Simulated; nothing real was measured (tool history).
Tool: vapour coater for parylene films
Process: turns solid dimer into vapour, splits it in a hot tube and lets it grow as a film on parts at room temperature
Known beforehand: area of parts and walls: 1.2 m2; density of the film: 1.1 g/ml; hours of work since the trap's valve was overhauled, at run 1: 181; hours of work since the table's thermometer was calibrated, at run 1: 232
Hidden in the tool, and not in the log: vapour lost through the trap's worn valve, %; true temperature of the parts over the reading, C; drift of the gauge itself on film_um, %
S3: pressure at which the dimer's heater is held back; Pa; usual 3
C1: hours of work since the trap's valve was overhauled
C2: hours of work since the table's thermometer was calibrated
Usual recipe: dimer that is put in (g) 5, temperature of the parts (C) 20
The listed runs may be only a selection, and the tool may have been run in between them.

Run 1, day 0: usual settings; C1 181; C2 232. Result: thickness of the film (µm) 1.82.
Run 2, day 0.379: usual settings but dimer that is put in (g) 8; C1 185; C2 236. Result: thickness of the film (µm) 2.94.
Run 3, day 0.754: usual settings but dimer that is put in (g) 8; C1 189; C2 240. Result: thickness of the film (µm) 2.95.
Run 4, day 1.383: usual settings but S3 2.1 Pa; C1 195; C2 246. Result: thickness of the film (µm) 1.88.
Run 5, day 1.933: usual settings but S3 2.1 Pa; C1 201; C2 252. Result: thickness of the film (µm) 1.9.
Run 6, day 2.55: usual settings; C1 207; C2 258. Result: thickness of the film (µm) 1.82.
Run 7, day 3.075: usual settings; C1 213; C2 264. Result: thickness of the film (µm) 1.8.
Run 8, day 3.354: usual settings; C1 215; C2 267. Result: thickness of the film (µm) 1.82.
Run 9, day 3.912: usual settings; C1 221; C2 272. Result: thickness of the film (µm) 1.8.
Run 10, day 4.258: usual settings; C1 225; C2 276. Result: thickness of the film (µm) 1.83.
Run 11, day 4.846: usual settings; C1 231; C2 282. Result: thickness of the film (µm) 1.78.
Run 12, day 5.271: usual settings; C1 235; C2 286. Result: thickness of the film (µm) 1.82.
Run 13, day 5.571: usual settings; C1 238; C2 289. Result: thickness of the film (µm) 1.77.
Run 14, day 6.038: usual settings but S3 3.34 Pa; C1 243; C2 294. Result: thickness of the film (µm) 1.76.
Run 15, day 6.408: usual settings but temperature of the parts (C) 25; C1 247; C2 298. Result: thickness of the film (µm) 1.41.
Run 16, day 6.888: usual settings but S3 9.94 Pa; C1 252; C2 303. Result: thickness of the film (µm) 1.58.
At day 7.362: trap's valve overhauled.
Run 17, day 7.546: usual settings but temperature of the parts (C) 13, S3 4.38 Pa; C1 2; C2 308. Result: thickness of the film (µm) 2.69.
Run 18, day 7.95: usual settings but dimer that is put in (g) 9, temperature of the parts (C) 21, S3 4.1 Pa; C1 6; C2 312. Result: thickness of the film (µm) 3.35.
Run 19, day 8.483: usual settings but dimer that is put in (g) 3, temperature of the parts (C) 21, S3 4.79 Pa; C1 12; C2 318. Result: thickness of the film (µm) 1.12.
Run 20, day 8.829: usual settings but dimer that is put in (g) 3, temperature of the parts (C) 23, S3 8.33 Pa; C1 15; C2 321. Result: thickness of the film (µm) 0.96.
Run 21, day 9.179: usual settings but S3 2.9 Pa; C1 19; C2 325. Result: thickness of the film (µm) 2.04.
Run 22, day 9.717: usual settings but temperature of the parts (C) 25, S3 2.88 Pa; C1 24; C2 330. Result: thickness of the film (µm) 1.59.
Run 23, day 10.196: usual settings but temperature of the parts (C) 12, S3 2.88 Pa; C1 29; C2 335. Result: thickness of the film (µm) 2.93.
Run 24, day 10.667: usual settings but temperature of the parts (C) 12, S3 2.88 Pa; C1 34; C2 340. Result: thickness of the film (µm) 2.92.
Run 25, day 11.204: usual settings but temperature of the parts (C) 19, S3 2.88 Pa; C1 39; C2 346. Result: thickness of the film (µm) 2.11.
Run 26, day 11.492: usual settings but dimer that is put in (g) 3, temperature of the parts (C) 27, S3 4.01 Pa; C1 42; C2 349. Result: thickness of the film (µm) 0.84.
Run 27, day 11.983: usual settings but dimer that is put in (g) 3, temperature of the parts (C) 27, S3 4.01 Pa; C1 47; C2 354. Result: thickness of the film (µm) 0.83.
Run 28, day 12.612: usual settings but dimer that is put in (g) 2, temperature of the parts (C) 24, S3 3.72 Pa; C1 54; C2 360. Result: thickness of the film (µm) 0.63.
Run 29, day 12.971: usual settings but temperature of the parts (C) 17, S3 7.51 Pa; C1 58; C2 364. Result: thickness of the film (µm) 2.09.
Run 30, day 13.567: usual settings but dimer that is put in (g) 3, temperature of the parts (C) 12, S3 7.37 Pa; C1 64; C2 370. Result: thickness of the film (µm) 1.54.
Run 31, day 14.125: usual settings; C1 69; C2 376. Result: thickness of the film (µm) 1.96.
Run 32, day 14.654: usual settings; C1 75; C2 381. Result: thickness of the film (µm) 1.91.

Here are 4 independent what-if runs from the current tool condition. What would each one return?
Run A, day 15.108: usual settings but S3 7.03 Pa; C1 80; C2 386. Result: thickness of the film (µm) ?.
Run B, day 15.108: usual settings but dimer that is put in (g) 4, temperature of the parts (C) 29; C1 80; C2 386. Result: thickness of the film (µm) ?.
Run C, day 15.108: usual settings but S3 11.64 Pa; C1 80; C2 386. Result: thickness of the film (µm) ?.
Run D, day 15.108: usual settings but dimer that is put in (g) 4, S3 6.21 Pa; C1 80; C2 386. Result: thickness of the film (µm) ?.

run  thickness of the film (µm)
  A                        1.82
  B                        1.04
  C                        1.69
  D                        1.47
With no hidden state in the tool, these same runs would have given:
run  thickness of the film (µm)
  A                        1.95
  B                        1.11
  C                        1.81
  D                        1.58

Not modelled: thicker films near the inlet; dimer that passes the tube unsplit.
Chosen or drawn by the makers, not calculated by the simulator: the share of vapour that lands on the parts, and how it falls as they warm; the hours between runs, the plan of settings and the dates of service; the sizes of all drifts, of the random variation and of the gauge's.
